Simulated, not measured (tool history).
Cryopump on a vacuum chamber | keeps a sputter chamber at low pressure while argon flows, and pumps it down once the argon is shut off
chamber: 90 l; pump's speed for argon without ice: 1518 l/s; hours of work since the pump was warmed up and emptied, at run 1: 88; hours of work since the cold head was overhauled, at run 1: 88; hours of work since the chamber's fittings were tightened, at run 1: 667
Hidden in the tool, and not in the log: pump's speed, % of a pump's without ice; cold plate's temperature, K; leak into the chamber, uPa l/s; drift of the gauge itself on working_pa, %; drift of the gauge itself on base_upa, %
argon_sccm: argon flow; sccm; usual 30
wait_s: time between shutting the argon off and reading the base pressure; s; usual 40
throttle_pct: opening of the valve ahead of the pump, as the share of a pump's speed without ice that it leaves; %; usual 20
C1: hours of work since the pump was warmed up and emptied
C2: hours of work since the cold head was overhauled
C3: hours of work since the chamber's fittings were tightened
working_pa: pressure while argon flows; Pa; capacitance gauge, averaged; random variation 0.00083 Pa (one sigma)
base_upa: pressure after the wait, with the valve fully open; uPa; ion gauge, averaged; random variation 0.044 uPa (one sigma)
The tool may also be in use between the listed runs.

Run 1, hour 0.0: usual settings; C1 88; C2 88; C3 667. Result: working_pa 0.1691 Pa, base_upa 3.03 uPa.
Run 2, hour 16.4: usual settings; C1 98; C2 98; C3 678. Result: working_pa 0.1686 Pa, base_upa 3.01 uPa.
Run 3, hour 25.8: usual settings; C1 104; C2 104; C3 683. Result: working_pa 0.1684 Pa, base_upa 3.08 uPa.
Run 4, hour 42.0: usual settings; C1 114; C2 114; C3 693. Result: working_pa 0.1677 Pa, base_upa 3.02 uPa.
Run 5, hour 52.6: usual settings; C1 121; C2 121; C3 700. Result: working_pa 0.1669 Pa, base_upa 2.97 uPa.
Run 6, hour 62.4: usual settings; C1 127; C2 127; C3 706. Result: working_pa 0.1685 Pa, base_upa 3.03 uPa.
Run 7, hour 75.5: usual settings; C1 135; C2 135; C3 714. Result: working_pa 0.1684 Pa, base_upa 2.94 uPa.
Run 8, hour 85.4: usual settings but throttle_pct 22 %; C1 141; C2 141; C3 720. Result: working_pa 0.1548 Pa, base_upa 3.07 uPa.
Run 9, hour 96.1: usual settings but throttle_pct 22 %; C1 148; C2 148; C3 727. Result: working_pa 0.1522 Pa, base_upa 3.06 uPa.
Run 10, hour 110.8: usual settings but throttle_pct 22 %; C1 157; C2 157; C3 736. Result: working_pa 0.1538 Pa, base_upa 3.01 uPa.
Run 11, hour 120.4: usual settings but throttle_pct 27 %; C1 163; C2 163; C3 742. Result: working_pa 0.1266 Pa, base_upa 2.99 uPa.
Run 12, hour 134.5: usual settings but throttle_pct 27 %; C1 171; C2 171; C3 751. Result: working_pa 0.1258 Pa, base_upa 3.09 uPa.
Run 13, hour 143.7: usual settings but throttle_pct 27 %; C1 177; C2 177; C3 756. Result: working_pa 0.1265 Pa, base_upa 2.96 uPa.
Run 14, hour 155.7: usual settings but throttle_pct 27 %; C1 184; C2 184; C3 764. Result: working_pa 0.1257 Pa, base_upa 3.01 uPa.
Run 15, hour 169.4: usual settings but throttle_pct 27 %; C1 193; C2 193; C3 772. Result: working_pa 0.1252 Pa, base_upa 3.05 uPa.
Run 16, hour 178.0: usual settings; C1 198; C2 198; C3 778. Result: working_pa 0.1688 Pa, base_upa 2.98 uPa.
Run 17, hour 193.5: usual settings; C1 208; C2 208; C3 787. Result: working_pa 0.1701 Pa, base_upa 3.09 uPa.
Run 18, hour 207.9: usual settings but throttle_pct 58 %; C1 217; C2 217; C3 796. Result: working_pa 0.0608 Pa, base_upa 3.01 uPa.
Run 19, hour 218.6: usual settings but argon_sccm 49 sccm, wait_s 76 s, throttle_pct 23 %; C1 223; C2 223; C3 803. Result: working_pa 0.2400 Pa, base_upa 1.89 uPa.
Run 20, hour 235.0: usual settings but argon_sccm 49 sccm, wait_s 76 s, throttle_pct 23 %; C1 234; C2 234; C3 813. Result: working_pa 0.2400 Pa, base_upa 1.97 uPa.
Run 21, hour 246.2: usual settings but argon_sccm 26 sccm, wait_s 76 s, throttle_pct 23 %; C1 241; C2 241; C3 820. Result: working_pa 0.1285 Pa, base_upa 1.90 uPa.
Run 22, hour 253.2: usual settings but argon_sccm 33 sccm, wait_s 61 s, throttle_pct 25 %; C1 245; C2 245; C3 824. Result: working_pa 0.1481 Pa, base_upa 2.24 uPa.
Run 23, hour 268.0: usual settings but argon_sccm 36 sccm, throttle_pct 39 %; C1 254; C2 254; C3 833. Result: working_pa 0.1052 Pa, base_upa 3.03 uPa.
Run 24, hour 278.9: usual settings but argon_sccm 33 sccm, wait_s 21 s, throttle_pct 39 %; C1 261; C2 261; C3 840. Result: working_pa 0.0955 Pa, base_upa 5.21 uPa.
Run 25, hour 289.8: usual settings but argon_sccm 14 sccm, wait_s 102 s, throttle_pct 23 %; C1 268; C2 268; C3 847. Result: working_pa 0.0692 Pa, base_upa 1.64 uPa.
Run 26, hour 297.0: usual settings but argon_sccm 14 sccm, wait_s 102 s, throttle_pct 23 %; C1 272; C2 272; C3 851. Result: working_pa 0.0694 Pa, base_upa 1.62 uPa.
Run 27, hour 308.5: usual settings but argon_sccm 14 sccm, throttle_pct 18 %; C1 279; C2 279; C3 858. Result: working_pa 0.0885 Pa, base_upa 3.18 uPa.
Run 28, hour 324.3: usual settings but argon_sccm 24 sccm, throttle_pct 27 %; C1 289; C2 289; C3 868. Result: working_pa 0.1002 Pa, base_upa 3.10 uPa.
Run 29, hour 341.0: usual settings but argon_sccm 24 sccm, throttle_pct 27 %; C1 299; C2 299; C3 879. Result: working_pa 0.1004 Pa, base_upa 3.12 uPa.
Run 30, hour 357.9: usual settings but argon_sccm 24 sccm, throttle_pct 27 %; C1 310; C2 310; C3 889. Result: working_pa 0.1024 Pa, base_upa 3.18 uPa.
Run 31, hour 370.7: usual settings but argon_sccm 24 sccm, throttle_pct 27 %; C1 318; C2 318; C3 897. Result: working_pa 0.1015 Pa, base_upa 3.13 uPa.
Run 32, hour 378.1: usual settings but argon_sccm 41 sccm, throttle_pct 59 %; C1 322; C2 322; C3 902. Result: working_pa 0.0825 Pa, base_upa 3.19 uPa.
Run 33, hour 392.0: usual settings but argon_sccm 16 sccm, wait_s 30 s; C1 331; C2 331; C3 910. Result: working_pa 0.0919 Pa, base_upa 3.88 uPa.
Run 34, hour 405.8: usual settings but argon_sccm 16 sccm, wait_s 32 s, throttle_pct 33 %; C1 339; C2 339; C3 919. Result: working_pa 0.0552 Pa, base_upa 3.71 uPa.
Run 35, hour 412.7: usual settings but argon_sccm 27 sccm, wait_s 22 s, throttle_pct 15 %; C1 344; C2 344; C3 923. Result: working_pa 0.2037 Pa, base_upa 4.96 uPa.

Measured less the same run without the tool's hidden state. The same run-to-run variation is in both; the gauge's scatter may not be:
run  working_pa  base_upa
  1     +0.0010     +0.37
  2     +0.0011     +0.37
  3     +0.0012     +0.38
  4     +0.0012     +0.39
  5     +0.0013     +0.39
  6     +0.0013     +0.39
  7     +0.0014     +0.39
  8     +0.0015     +0.41
  9     +0.0015     +0.41
 10     +0.0016     +0.41
 11     +0.0017     +0.41
 12     +0.0017     +0.43
 13     +0.0018     +0.41
 14     +0.0019     +0.43
 15     +0.0020     +0.43
 16     +0.0020     +0.43
 17     +0.0021     +0.45
 18     +0.0022     +0.44
 19     +0.0036     +0.44
 20     +0.0037     +0.46
 21     +0.0021     +0.46
 22     +0.0027     +0.47
 23     +0.0030     +0.47
 24     +0.0028     +0.48
 25     +0.0013     +0.49
 26     +0.0013     +0.49
 27     +0.0013     +0.51
 28     +0.0023     +0.50
 29     +0.0023     +0.51
 30     +0.0024     +0.53
 31     +0.0024     +0.52
 32     +0.0043     +0.54
 33     +0.0017     +0.52
 34     +0.0017     +0.53
 35     +0.0030     +0.52

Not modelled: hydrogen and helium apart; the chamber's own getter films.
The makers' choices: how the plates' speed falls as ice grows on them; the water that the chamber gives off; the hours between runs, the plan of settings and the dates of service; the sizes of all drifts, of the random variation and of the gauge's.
